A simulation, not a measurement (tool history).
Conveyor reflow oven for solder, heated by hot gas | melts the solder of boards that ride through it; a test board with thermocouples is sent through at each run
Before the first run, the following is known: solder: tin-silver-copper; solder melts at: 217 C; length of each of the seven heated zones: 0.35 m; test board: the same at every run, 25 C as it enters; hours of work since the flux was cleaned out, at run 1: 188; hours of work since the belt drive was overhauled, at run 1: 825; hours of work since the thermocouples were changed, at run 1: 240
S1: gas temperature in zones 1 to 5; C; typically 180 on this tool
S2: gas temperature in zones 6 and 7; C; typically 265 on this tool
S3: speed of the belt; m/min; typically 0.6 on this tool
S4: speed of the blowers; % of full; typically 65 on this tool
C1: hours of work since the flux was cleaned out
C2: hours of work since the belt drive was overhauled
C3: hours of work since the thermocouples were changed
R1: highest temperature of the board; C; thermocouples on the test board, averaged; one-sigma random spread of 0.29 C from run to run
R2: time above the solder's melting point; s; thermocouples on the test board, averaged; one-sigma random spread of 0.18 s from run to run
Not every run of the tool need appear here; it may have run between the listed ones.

run	day	S1	S2	S3	S4	C1	C2	C3	R1	R2
1	0	180	265	0.6	65	188	825	240	250.8	54.6
2	0.733	180	265	0.6	65	196	833	248	250.9	55
3	1.517	180	265	0.6	65	204	842	257	250.9	55
# day 1.962: flux residue cleaned out of gas plates and filters
4	2.133	180	265	0.6	65	2	846	261	252.3	56.2
# day 2.425: belt drive overhauled, speed set with a stopwatch
5	2.867	180	265	0.6	65	8	5	267	252	56
6	3.392	180	265	0.6	65	14	11	273	251.8	55.9
7	3.792	180	265	0.6	65	18	15	277	251.7	56.1
8	4.2	180	265	0.6	65	23	19	282	251.4	56.4
9	4.608	173	265	0.6	65	27	24	286	250.5	52.8
10	5.388	173	265	0.6	65	36	32	295	250.6	52.4
11	5.804	194	262	0.6	84	40	37	299	253.9	63.9
12	6.267	178	260	0.6	65	45	42	305	246.7	51.9
# day 7.092: belt drive overhauled, speed set with a stopwatch, once more
13	7.212	166	260	0.6	72	54	1	313	245.5	46.6
14	7.871	168	260	0.488	56	61	9	320	248.6	60.8
15	8.483	170	259	0.616	56	68	15	327	240.6	40.4

Here are 3 independent what-if runs from the current tool condition. What would each one return?
A	8.883	180	259	0.611	76	72	20	331	?	?
B	8.883	180	261	0.6	65	72	20	331	?	?
C	8.883	171	263	0.6	51	72	20	331	?	?

run	R1	R2
A	247.3	51.3
B	247.4	51.6
C	243.5	43.8
What these runs would have given with no unlogged condition in the tool:
run	R1	R2
A	248.4	52
B	248.4	52.4
C	244.6	44.6
